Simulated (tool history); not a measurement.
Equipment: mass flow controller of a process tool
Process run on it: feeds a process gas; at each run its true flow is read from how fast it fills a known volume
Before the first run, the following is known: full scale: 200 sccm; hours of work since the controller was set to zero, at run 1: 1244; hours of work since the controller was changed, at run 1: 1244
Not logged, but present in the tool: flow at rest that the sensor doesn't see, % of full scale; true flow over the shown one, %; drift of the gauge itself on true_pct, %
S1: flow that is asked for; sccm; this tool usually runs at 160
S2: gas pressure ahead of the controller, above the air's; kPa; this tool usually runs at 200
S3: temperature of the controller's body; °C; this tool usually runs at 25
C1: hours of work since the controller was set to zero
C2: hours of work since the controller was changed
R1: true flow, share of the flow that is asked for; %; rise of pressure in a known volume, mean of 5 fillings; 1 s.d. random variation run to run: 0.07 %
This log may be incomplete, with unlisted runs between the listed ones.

run      day   S1   S2  S3    C1    C2     R1
  1        0  160  200  25  1244  1244  98.46
  2   11.533  160  200  25  1373  1373  98.42
  3   21.729  160  200  25  1487  1487  98.34
  4   35.867  160  200  25  1645  1645  98.27
  5   50.596  160  200  25  1810  1810  98.15
  6   64.025  160  142  25  1960  1960  98.46
  7   78.908   59  203  37  2127  2127  94.42
  8   89.162   59  203  37  2242  2242  94.15
  9  103.658  176  203  31  2404  2404  97.42
 10  119.625  160  200  20  2582  2582  98.02
 11  131.604  160  200  20  2716  2716  97.83

5 options for the next run, each taken on its own from the tool as it stands now. Forecast them:
  A  143.012   76  192  28  2844  2844   ?
  B  143.012   47  200  30  2844  2844   ?
  C  143.012  162  176  20  2844  2844   ?
  D  143.012   22  156  25  2844  2844   ?
  E  143.012  160  261  25  2844  2844   ?

run     R1
  A  95.11
  B  93.35
  C     98
  D  90.95
  E  96.92
Without the tool's unlogged condition, the same runs would have read:
run     R1
  A  97.91
  B  97.08
  C  99.99
  D  97.47
  E  98.91
